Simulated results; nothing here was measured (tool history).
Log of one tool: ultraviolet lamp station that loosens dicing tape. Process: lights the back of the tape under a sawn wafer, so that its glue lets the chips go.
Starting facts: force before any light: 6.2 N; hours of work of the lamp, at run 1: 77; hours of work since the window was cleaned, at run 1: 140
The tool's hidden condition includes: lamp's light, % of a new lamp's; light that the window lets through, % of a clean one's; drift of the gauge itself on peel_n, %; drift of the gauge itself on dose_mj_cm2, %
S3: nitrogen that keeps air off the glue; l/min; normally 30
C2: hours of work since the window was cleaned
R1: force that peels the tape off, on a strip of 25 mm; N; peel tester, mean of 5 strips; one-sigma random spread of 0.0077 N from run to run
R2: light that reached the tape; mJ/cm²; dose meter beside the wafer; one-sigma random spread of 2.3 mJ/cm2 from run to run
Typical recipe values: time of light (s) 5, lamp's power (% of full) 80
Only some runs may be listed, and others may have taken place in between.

run 1 hour=0.0 | time_of_light_(s)=5 lamp's_power_(%_of_full)=80 S3=30 | hours_of_work_of_the_lamp=77 C2=140 | R1=0.327 R2=204
run 2 hour=7.5 | time_of_light_(s)=5 lamp's_power_(%_of_full)=80 S3=30 | hours_of_work_of_the_lamp=81 C2=144 | R1=0.342 R2=205
run 3 hour=12.9 | time_of_light_(s)=5 lamp's_power_(%_of_full)=80 S3=30 | hours_of_work_of_the_lamp=84 C2=147 | R1=0.321 R2=202
run 4 hour=18.2 | time_of_light_(s)=5 lamp's_power_(%_of_full)=80 S3=30 | hours_of_work_of_the_lamp=87 C2=150 | R1=0.328 R2=198
run 5 hour=25.6 | time_of_light_(s)=5 lamp's_power_(%_of_full)=80 S3=30 | hours_of_work_of_the_lamp=92 C2=155 | R1=0.341 R2=204
run 6 hour=32.9 | time_of_light_(s)=4 lamp's_power_(%_of_full)=80 S3=30 | hours_of_work_of_the_lamp=96 C2=159 | R1=0.509 R2=161
run 7 hour=40.2 | time_of_light_(s)=5 lamp's_power_(%_of_full)=80 S3=30 | hours_of_work_of_the_lamp=100 C2=163 | R1=0.350 R2=202
run 8 hour=46.2 | time_of_light_(s)=4 lamp's_power_(%_of_full)=80 S3=30 | hours_of_work_of_the_lamp=103 C2=166 | R1=0.499 R2=161
run 9 hour=55.7 | time_of_light_(s)=7 lamp's_power_(%_of_full)=80 S3=30 | hours_of_work_of_the_lamp=109 C2=172 | R1=0.208 R2=281
run 10 hour=64.1 | time_of_light_(s)=7 lamp's_power_(%_of_full)=80 S3=30 | hours_of_work_of_the_lamp=114 C2=177 | R1=0.220 R2=280
run 11 hour=69.7 | time_of_light_(s)=5 lamp's_power_(%_of_full)=80 S3=36 | hours_of_work_of_the_lamp=117 C2=180 | R1=0.326 R2=201
run 12 hour=74.4 | time_of_light_(s)=5 lamp's_power_(%_of_full)=80 S3=36 | hours_of_work_of_the_lamp=120 C2=183 | R1=0.299 R2=200
run 13 hour=79.9 | time_of_light_(s)=5 lamp's_power_(%_of_full)=74 S3=30 | hours_of_work_of_the_lamp=123 C2=186 | R1=0.404 R2=182
run 14 hour=84.7 | time_of_light_(s)=5 lamp's_power_(%_of_full)=80 S3=30 | hours_of_work_of_the_lamp=125 C2=188 | R1=0.321 R2=202
run 15 hour=92.1 | time_of_light_(s)=2 lamp's_power_(%_of_full)=80 S3=30 | hours_of_work_of_the_lamp=130 C2=193 | R1=1.662 R2=82
run 16 hour=102.5 | time_of_light_(s)=2 lamp's_power_(%_of_full)=80 S3=30 | hours_of_work_of_the_lamp=136 C2=199 | R1=1.616 R2=80
run 17 hour=109.9 | time_of_light_(s)=5 lamp's_power_(%_of_full)=80 S3=30 | hours_of_work_of_the_lamp=140 C2=203 | R1=0.366 R2=198
run 18 hour=120.2 | time_of_light_(s)=5 lamp's_power_(%_of_full)=80 S3=30 | hours_of_work_of_the_lamp=146 C2=209 | R1=0.347 R2=193
run 19 hour=124.7 | time_of_light_(s)=5 lamp's_power_(%_of_full)=88 S3=30 | hours_of_work_of_the_lamp=148 C2=211 | R1=0.286 R2=213
run 20 hour=134.9 | time_of_light_(s)=5 lamp's_power_(%_of_full)=88 S3=30 | hours_of_work_of_the_lamp=154 C2=217 | R1=0.318 R2=216
run 21 hour=139.1 | time_of_light_(s)=5 lamp's_power_(%_of_full)=88 S3=30 | hours_of_work_of_the_lamp=156 C2=219 | R1=0.301 R2=211
run 22 hour=143.5 | time_of_light_(s)=7 lamp's_power_(%_of_full)=98 S3=24 | hours_of_work_of_the_lamp=159 C2=222 | R1=0.204 R2=330
run 23 hour=149.0 | time_of_light_(s)=7 lamp's_power_(%_of_full)=62 S3=24 | hours_of_work_of_the_lamp=162 C2=225 | R1=0.358 R2=213
run 24 hour=154.2 | time_of_light_(s)=7 lamp's_power_(%_of_full)=78 S3=9 | hours_of_work_of_the_lamp=165 C2=228 | R1=0.447 R2=262
run 25 hour=159.2 | time_of_light_(s)=5 lamp's_power_(%_of_full)=69 S3=22 | hours_of_work_of_the_lamp=168 C2=231 | R1=0.554 R2=170
run 26 hour=163.4 | time_of_light_(s)=10 lamp's_power_(%_of_full)=86 S3=25 | hours_of_work_of_the_lamp=170 C2=233 | R1=0.188 R2=416
run 27 hour=170.6 | time_of_light_(s)=2 lamp's_power_(%_of_full)=91 S3=25 | hours_of_work_of_the_lamp=174 C2=237 | R1=1.568 R2=85
run 28 hour=175.6 | time_of_light_(s)=2 lamp's_power_(%_of_full)=67 S3=52 | hours_of_work_of_the_lamp=177 C2=240 | R1=1.762 R2=67
run 29 hour=185.5 | time_of_light_(s)=2 lamp's_power_(%_of_full)=67 S3=52 | hours_of_work_of_the_lamp=183 C2=246 | R1=1.728 R2=61
run 30 hour=191.6 | time_of_light_(s)=5 lamp's_power_(%_of_full)=67 S3=52 | hours_of_work_of_the_lamp=186 C2=249 | R1=0.395 R2=160
run 31 hour=200.8 | time_of_light_(s)=9 lamp's_power_(%_of_full)=82 S3=43 | hours_of_work_of_the_lamp=192 C2=255 | R1=0.190 R2=350
run 32 hour=205.8 | time_of_light_(s)=9 lamp's_power_(%_of_full)=82 S3=43 | hours_of_work_of_the_lamp=195 C2=258 | R1=0.191 R2=355
run 33 hour=214.4 | time_of_light_(s)=9 lamp's_power_(%_of_full)=82 S3=43 | hours_of_work_of_the_lamp=199 C2=262 | R1=0.181 R2=348
run 34 hour=223.7 | time_of_light_(s)=9 lamp's_power_(%_of_full)=82 S3=43 | hours_of_work_of_the_lamp=205 C2=268 | R1=0.185 R2=346
run 35 hour=229.4 | time_of_light_(s)=9 lamp's_power_(%_of_full)=82 S3=43 | hours_of_work_of_the_lamp=208 C2=271 | R1=0.191 R2=351
run 36 hour=239.4 | time_of_light_(s)=9 lamp's_power_(%_of_full)=82 S3=43 | hours_of_work_of_the_lamp=214 C2=277 | R1=0.180 R2=350

A few steps of R1 between consecutive runs. Split each: what settings, incoming material and random variation would produce without the hidden state, and what is left over for the hidden state, along with gauge scatter present in only one of the two compared results (measured, and without hidden state):
Run 14 -> 15: time of light (s) 5 -> 2. R1 +1.341 N: hidden state +0.153, all else +1.188.
Run 26 -> 27: time of light (s) 10 -> 2, lamp's power (% of full) 86 -> 91. R1 +1.380 N: hidden state +0.240, all else +1.140.
Run 29 -> 30: time of light (s) 2 -> 5. R1 -1.333 N: hidden state -0.180, all else -1.153.

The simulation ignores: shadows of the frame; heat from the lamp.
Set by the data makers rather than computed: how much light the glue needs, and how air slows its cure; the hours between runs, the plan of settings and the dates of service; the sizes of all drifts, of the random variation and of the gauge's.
